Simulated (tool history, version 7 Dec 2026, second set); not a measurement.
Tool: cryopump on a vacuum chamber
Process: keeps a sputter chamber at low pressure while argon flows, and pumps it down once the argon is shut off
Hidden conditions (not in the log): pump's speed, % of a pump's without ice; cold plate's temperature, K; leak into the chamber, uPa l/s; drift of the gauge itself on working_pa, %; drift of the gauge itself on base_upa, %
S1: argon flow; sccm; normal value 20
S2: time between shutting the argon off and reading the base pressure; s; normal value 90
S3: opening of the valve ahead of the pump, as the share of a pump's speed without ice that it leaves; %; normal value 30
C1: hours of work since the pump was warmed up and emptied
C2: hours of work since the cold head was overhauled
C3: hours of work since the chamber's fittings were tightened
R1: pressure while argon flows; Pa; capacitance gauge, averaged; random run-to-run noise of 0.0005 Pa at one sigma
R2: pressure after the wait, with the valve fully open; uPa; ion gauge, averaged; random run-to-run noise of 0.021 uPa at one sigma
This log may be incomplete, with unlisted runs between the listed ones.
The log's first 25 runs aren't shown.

run	hour	S1	S2	S3	C1	C2	C3	R1	R2
26	388.1	10	90	30	438	438	2363	0.0338	1.09
27	409.1	10	34	21	456	456	2381	0.0484	1.67
28	425.8	10	34	21	471	471	2396	0.0486	1.71
29	436.2	24	90	31	480	480	2405	0.0804	1.14
30	450.7	24	90	31	492	492	2417	0.0813	1.13
31	473.1	24	90	31	511	511	2436	0.081	1.16
32	493.1	16	90	30	529	529	2454	0.0566	1.19
33	505.5	14	87	16	539	539	2464	0.0869	1.18
# hour 524.7: pump warmed up, emptied and cooled again
34	529.1	14	87	37	4	555	2480	0.0361	1.01

Branching from run 34: 4 alternative next runs. What would each branch give?
A	548.7	14	87	57	21	572	2497	?	?
B	548.7	26	90	39	21	572	2497	?	?
C	548.7	30	87	41	21	572	2497	?	?
D	548.7	17	44	28	21	572	2497	?	?

run	R1	R2
A	0.0237	1.01
B	0.064	0.95
C	0.0692	1.04
D	0.0572	1.36
Without the tool's unlogged condition, the same runs would have read:
run	R1	R2
A	0.0234	0.54
B	0.0635	0.48
C	0.0686	0.57
D	0.0569	0.88
